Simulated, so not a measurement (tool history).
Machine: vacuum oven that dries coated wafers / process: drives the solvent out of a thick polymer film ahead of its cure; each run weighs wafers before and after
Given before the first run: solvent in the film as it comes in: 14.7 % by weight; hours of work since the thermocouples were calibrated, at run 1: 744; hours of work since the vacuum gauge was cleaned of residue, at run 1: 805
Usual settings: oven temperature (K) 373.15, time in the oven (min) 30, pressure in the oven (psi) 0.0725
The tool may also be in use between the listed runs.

| run | day | oven temperature (K) | time in the oven (min) | pressure in the oven (psi) | hours of work since the thermocouples were calibrated | hours of work since the vacuum gauge was cleaned of residue | solvent left in the film (%) |
|---|---|---|---|---|---|---|---|
| 1 | 0.000 | 373.15 | 30 | 0.0725 | 744 | 805 | 3.20 |
| 2 | 1.567 | 373.15 | 30 | 0.0725 | 772 | 833 | 3.16 |
| 3 | 2.721 | 373.15 | 30 | 0.0725 | 792 | 853 | 3.16 |
| 4 | 4.138 | 373.15 | 30 | 0.1130 | 817 | 878 | 3.31 |
| 5 | 5.462 | 373.15 | 30 | 0.1130 | 841 | 902 | 3.28 |
| 6 | 7.121 | 373.15 | 30 | 0.1130 | 870 | 931 | 3.25 |
|  | 7.525 | oven's thermocouples calibrated |
| 7 | 8.450 | 373.15 | 29 | 0.1130 | 16 | 953 | 3.89 |
| 8 | 10.433 | 373.15 | 29 | 0.1475 | 52 | 988 | 3.98 |
| 9 | 11.529 | 373.15 | 30 | 0.0473 | 71 | 1007 | 3.53 |
| 10 | 13.079 | 373.15 | 30 | 0.0473 | 98 | 1035 | 3.53 |
| 11 | 15.200 | 373.15 | 30 | 0.0473 | 136 | 1072 | 3.49 |
| 12 | 16.567 | 373.15 | 30 | 0.0473 | 160 | 1097 | 3.50 |
| 13 | 18.433 | 373.15 | 30 | 0.0473 | 193 | 1130 | 3.47 |
| 14 | 19.704 | 373.15 | 30 | 0.0725 | 216 | 1152 | 3.57 |
| 15 | 20.925 | 373.15 | 30 | 0.0725 | 237 | 1174 | 3.55 |
| 16 | 22.358 | 373.15 | 30 | 0.0531 | 263 | 1199 | 3.49 |
| 17 | 24.700 | 373.15 | 30 | 0.0531 | 304 | 1241 | 3.49 |
| 18 | 25.950 | 373.15 | 30 | 0.0531 | 326 | 1263 | 3.43 |
| 19 | 27.521 | 373.15 | 30 | 0.0531 | 354 | 1290 | 3.45 |
| 20 | 29.625 | 373.15 | 30 | 0.0531 | 391 | 1328 | 3.47 |
| 21 | 31.892 | 373.15 | 30 | 0.0725 | 431 | 1368 | 3.50 |
| 22 | 33.854 | 373.15 | 30 | 0.0725 | 466 | 1403 | 3.50 |
| 23 | 35.738 | 373.15 | 30 | 0.0725 | 499 | 1436 | 3.49 |
| 24 | 37.679 | 373.15 | 31 | 0.0725 | 534 | 1470 | 3.33 |
| 25 | 39.154 | 364.15 | 32 | 0.2329 | 560 | 1496 | 6.11 |
| 26 | 41.175 | 374.15 | 30 | 0.0513 | 596 | 1532 | 3.13 |
| 27 | 42.721 | 382.15 | 24 | 0.0725 | 623 | 1560 | 2.23 |
| 28 | 43.683 | 382.15 | 24 | 0.0725 | 640 | 1577 | 2.23 |
| 29 | 46.042 | 383.15 | 32 | 0.1318 | 682 | 1618 | 1.37 |
| 30 | 48.254 | 360.15 | 30 | 0.0725 | 721 | 1658 | 6.88 |
| 31 | 49.375 | 373.15 | 26 | 0.0725 | 741 | 1677 | 4.00 |
| 32 | 51.696 | 375.15 | 37 | 0.0547 | 782 | 1719 | 2.11 |
| 33 | 53.033 | 383.15 | 30 | 0.0976 | 806 | 1742 | 1.44 |

Run 34 has not been measured yet. What should we expect?
| 34 | 54.483 | 372.15 | 47 | 0.0725 | 831 | 1768 | ? |

solvent left in the film (%): 2.01
Minus the tool's unlogged condition, the same run would have read solvent left in the film (%) 2.03.
